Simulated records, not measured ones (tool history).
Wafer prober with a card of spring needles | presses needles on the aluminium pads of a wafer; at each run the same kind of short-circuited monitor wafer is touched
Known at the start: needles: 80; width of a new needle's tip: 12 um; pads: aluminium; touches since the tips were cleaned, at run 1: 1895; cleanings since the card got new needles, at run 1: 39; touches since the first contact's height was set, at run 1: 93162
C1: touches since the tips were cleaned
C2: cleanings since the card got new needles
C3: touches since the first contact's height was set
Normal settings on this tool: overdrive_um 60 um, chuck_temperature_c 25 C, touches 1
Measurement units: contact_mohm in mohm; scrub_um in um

{"run": 1, "hour": 0.0, "overdrive_um": 60, "chuck_temperature_c": 25, "touches": 1, "C1": 1895, "C2": 39, "C3": 93162, "contact_mohm": 257, "scrub_um": 11.29}
{"hour": 6.9, "done": "tips cleaned on abrasive film"}
{"hour": 17.8, "done": "tips cleaned on abrasive film"}
{"run": 2, "hour": 17.8, "overdrive_um": 60, "chuck_temperature_c": 25, "touches": 1, "C1": 0, "C2": 41, "C3": 102391, "contact_mohm": 215, "scrub_um": 11.25}
{"hour": 29.6, "done": "tips cleaned on abrasive film"}
{"run": 3, "hour": 36.9, "overdrive_um": 60, "chuck_temperature_c": 25, "touches": 2, "C1": 3831, "C2": 42, "C3": 112387, "contact_mohm": 252, "scrub_um": 11.26}
{"hour": 42.0, "done": "tips cleaned on abrasive film"}
{"hour": 54.5, "done": "tips cleaned on abrasive film"}
{"hour": 67.0, "done": "tips cleaned on abrasive film"}
{"run": 4, "hour": 75.3, "overdrive_um": 60, "chuck_temperature_c": 65, "touches": 1, "C1": 4328, "C2": 45, "C3": 132353, "contact_mohm": 295, "scrub_um": 11.04}
{"hour": 78.0, "done": "tips cleaned on abrasive film"}
{"hour": 90.6, "done": "tips cleaned on abrasive film"}
{"hour": 102.9, "done": "tips cleaned on abrasive film"}
{"run": 5, "hour": 106.6, "overdrive_um": 60, "chuck_temperature_c": 25, "touches": 2, "C1": 1954, "C2": 48, "C3": 148631, "contact_mohm": 235, "scrub_um": 11.11}
{"hour": 109.5, "done": "height of the first contact set anew"}
{"hour": 113.9, "done": "tips cleaned on abrasive film"}
{"hour": 126.8, "done": "tips cleaned on abrasive film"}
{"run": 6, "hour": 126.8, "overdrive_um": 60, "chuck_temperature_c": 25, "touches": 1, "C1": 0, "C2": 50, "C3": 8975, "contact_mohm": 205, "scrub_um": 11.6}
{"hour": 137.6, "done": "tips cleaned on abrasive film"}
{"hour": 140.2, "done": "tips cleaned on abrasive film, once more"}
{"run": 7, "hour": 146.1, "overdrive_um": 60, "chuck_temperature_c": 25, "touches": 1, "C1": 3130, "C2": 52, "C3": 19008, "contact_mohm": 274, "scrub_um": 11.61}
{"hour": 151.3, "done": "tips cleaned on abrasive film"}
{"hour": 162.6, "done": "tips cleaned on abrasive film"}
{"run": 8, "hour": 169.9, "overdrive_um": 60, "chuck_temperature_c": 25, "touches": 1, "C1": 3819, "C2": 54, "C3": 31384, "contact_mohm": 285, "scrub_um": 11.48}
{"hour": 175.1, "done": "tips cleaned on abrasive film"}
{"hour": 187.3, "done": "tips cleaned on abrasive film"}
{"hour": 199.6, "done": "tips cleaned on abrasive film"}
{"hour": 210.1, "done": "tips cleaned on abrasive film"}
{"run": 9, "hour": 210.1, "overdrive_um": 60, "chuck_temperature_c": 25, "touches": 1, "C1": 0, "C2": 58, "C3": 52285, "contact_mohm": 206, "scrub_um": 11.5}
{"hour": 222.7, "done": "tips cleaned on abrasive film"}
{"hour": 235.5, "done": "tips cleaned on abrasive film"}
{"run": 10, "hour": 235.8, "overdrive_um": 60, "chuck_temperature_c": 25, "touches": 1, "C1": 169, "C2": 60, "C3": 65639, "contact_mohm": 215, "scrub_um": 11.39}
{"hour": 248.5, "done": "tips cleaned on abrasive film"}
{"hour": 260.3, "done": "tips cleaned on abrasive film"}
{"hour": 272.7, "done": "tips cleaned on abrasive film"}
{"run": 11, "hour": 275.1, "overdrive_um": 60, "chuck_temperature_c": 25, "touches": 1, "C1": 1256, "C2": 63, "C3": 86112, "contact_mohm": 246, "scrub_um": 11.3}
{"hour": 285.1, "done": "tips cleaned on abrasive film"}
{"hour": 297.3, "done": "tips cleaned on abrasive film"}
{"run": 12, "hour": 305.2, "overdrive_um": 60, "chuck_temperature_c": 25, "touches": 1, "C1": 4142, "C2": 65, "C3": 101780, "contact_mohm": 295, "scrub_um": 11.34}
{"hour": 309.8, "done": "tips cleaned on abrasive film"}
{"hour": 322.1, "done": "tips cleaned on abrasive film"}
{"run": 13, "hour": 330.3, "overdrive_um": 60, "chuck_temperature_c": 25, "touches": 1, "C1": 4282, "C2": 67, "C3": 114849, "contact_mohm": 297, "scrub_um": 11.22}
{"hour": 333.0, "done": "tips cleaned on abrasive film"}
{"hour": 344.7, "done": "tips cleaned on abrasive film"}
{"hour": 357.2, "done": "tips cleaned on abrasive film"}
{"hour": 368.3, "done": "tips cleaned on abrasive film"}
{"run": 14, "hour": 368.3, "overdrive_um": 60, "chuck_temperature_c": 25, "touches": 2, "C1": 0, "C2": 71, "C3": 134588, "contact_mohm": 207, "scrub_um": 11.16}
{"hour": 381.1, "done": "tips cleaned on abrasive film"}
{"run": 15, "hour": 389.8, "overdrive_um": 60, "chuck_temperature_c": 25, "touches": 2, "C1": 4568, "C2": 72, "C3": 145833, "contact_mohm": 267, "scrub_um": 11.07}
{"hour": 391.8, "done": "tips cleaned on abrasive film"}
{"hour": 396.4, "done": "height of the first contact set anew"}
{"hour": 403.4, "done": "tips cleaned on abrasive film"}
{"run": 16, "hour": 408.6, "overdrive_um": 60, "chuck_temperature_c": 25, "touches": 2, "C1": 2729, "C2": 74, "C3": 6386, "contact_mohm": 247, "scrub_um": 11.61}
{"hour": 416.2, "done": "tips cleaned on abrasive film"}
{"hour": 427.7, "done": "tips cleaned on abrasive film"}
{"run": 17, "hour": 431.4, "overdrive_um": 63, "chuck_temperature_c": 25, "touches": 1, "C1": 1945, "C2": 76, "C3": 18225, "contact_mohm": 264, "scrub_um": 12.2}
{"hour": 438.2, "done": "tips cleaned on abrasive film"}
{"hour": 451.0, "done": "tips cleaned on abrasive film"}
{"hour": 462.1, "done": "tips cleaned on abrasive film"}
{"run": 18, "hour": 462.1, "overdrive_um": 44, "chuck_temperature_c": 54, "touches": 1, "C1": 0, "C2": 79, "C3": 34160, "contact_mohm": 230, "scrub_um": 8.38}
{"hour": 474.3, "done": "tips cleaned on abrasive film"}
{"hour": 486.7, "done": "tips cleaned on abrasive film"}
{"run": 19, "hour": 491.3, "overdrive_um": 44, "chuck_temperature_c": 54, "touches": 1, "C1": 2401, "C2": 81, "C3": 49402, "contact_mohm": 352, "scrub_um": 8.4}
{"hour": 498.3, "done": "tips cleaned on abrasive film"}
{"hour": 508.8, "done": "tips cleaned on abrasive film"}
{"run": 20, "hour": 512.1, "overdrive_um": 44, "chuck_temperature_c": 27, "touches": 2, "C1": 1718, "C2": 83, "C3": 60174, "contact_mohm": 278, "scrub_um": 8.38}
{"hour": 521.2, "done": "tips cleaned on abrasive film"}
{"hour": 531.7, "done": "tips cleaned on abrasive film"}
{"run": 21, "hour": 540.5, "overdrive_um": 44, "chuck_temperature_c": 27, "touches": 2, "C1": 4588, "C2": 85, "C3": 74981, "contact_mohm": 334, "scrub_um": 8.32}
{"hour": 543.2, "done": "tips cleaned on abrasive film"}
{"hour": 553.7, "done": "tips cleaned on abrasive film"}
{"run": 22, "hour": 558.5, "overdrive_um": 44, "chuck_temperature_c": 27, "touches": 2, "C1": 2556, "C2": 87, "C3": 84349, "contact_mohm": 304, "scrub_um": 8.29}
{"hour": 566.2, "done": "tips cleaned on abrasive film"}
{"hour": 579.1, "done": "tips cleaned on abrasive film"}
{"run": 23, "hour": 585.7, "overdrive_um": 75, "chuck_temperature_c": 25, "touches": 1, "C1": 3472, "C2": 89, "C3": 98491, "contact_mohm": 264, "scrub_um": 14.12}
{"hour": 591.0, "done": "tips cleaned on abrasive film"}
{"hour": 602.3, "done": "tips cleaned on abrasive film"}
{"run": 24, "hour": 604.9, "overdrive_um": 70, "chuck_temperature_c": 46, "touches": 1, "C1": 1392, "C2": 91, "C3": 108497, "contact_mohm": 249, "scrub_um": 13.29}
{"hour": 614.9, "done": "tips cleaned on abrasive film"}
{"hour": 626.9, "done": "tips cleaned on abrasive film"}
{"run": 25, "hour": 628.2, "overdrive_um": 70, "chuck_temperature_c": 46, "touches": 1, "C1": 650, "C2": 93, "C3": 120573, "contact_mohm": 225, "scrub_um": 13.14}
{"hour": 639.8, "done": "tips cleaned on abrasive film"}
{"hour": 651.9, "done": "tips cleaned on abrasive film"}
{"run": 26, "hour": 655.5, "overdrive_um": 70, "chuck_temperature_c": 46, "touches": 1, "C1": 1862, "C2": 95, "C3": 134804, "contact_mohm": 260, "scrub_um": 13.12}
{"hour": 663.4, "done": "tips cleaned on abrasive film"}
{"hour": 675.4, "done": "tips cleaned on abrasive film"}
{"hour": 684.6, "done": "height of the first contact set anew"}
{"hour": 687.3, "done": "tips cleaned on abrasive film"}
{"run": 27, "hour": 691.4, "overdrive_um": 60, "chuck_temperature_c": 25, "touches": 1, "C1": 2160, "C2": 98, "C3": 3522, "contact_mohm": 276, "scrub_um": 11.65}
{"hour": 699.3, "done": "tips cleaned on abrasive film"}
{"hour": 712.2, "done": "tips cleaned on abrasive film"}
{"run": 28, "hour": 714.6, "overdrive_um": 42, "chuck_temperature_c": 95, "touches": 1, "C1": 1310, "C2": 100, "C3": 15613, "contact_mohm": 309, "scrub_um": 8.13}

Each row is a separate what-if for the run after 28, all from the same tool condition, not one after another. Results?
{"hour": 724.5, "done": "tips cleaned on abrasive film"}
{"hour": 735.9, "done": "tips cleaned on abrasive film"}
{"run": "A", "hour": 741.9, "overdrive_um": 48, "chuck_temperature_c": 44, "touches": 2, "C1": 3155, "C2": 102, "C3": 29812, "contact_mohm": "?", "scrub_um": "?"}
{"hour": 724.5, "done": "tips cleaned on abrasive film"}
{"hour": 735.9, "done": "tips cleaned on abrasive film"}
{"run": "B", "hour": 741.9, "overdrive_um": 52, "chuck_temperature_c": 71, "touches": 1, "C1": 3155, "C2": 102, "C3": 29812, "contact_mohm": "?", "scrub_um": "?"}
{"hour": 724.5, "done": "tips cleaned on abrasive film"}
{"hour": 735.9, "done": "tips cleaned on abrasive film"}
{"run": "C", "hour": 741.9, "overdrive_um": 60, "chuck_temperature_c": 63, "touches": 3, "C1": 3155, "C2": 102, "C3": 29812, "contact_mohm": "?", "scrub_um": "?"}

run=A contact_mohm=297 scrub_um=9.18
run=B contact_mohm=334 scrub_um=9.96
run=C contact_mohm=242 scrub_um=11.45
Stripped of hidden state, with their random variation kept, the same runs would have yielded:
run=A contact_mohm=204 scrub_um=9.30
run=B contact_mohm=209 scrub_um=10.07
run=C contact_mohm=203 scrub_um=11.56
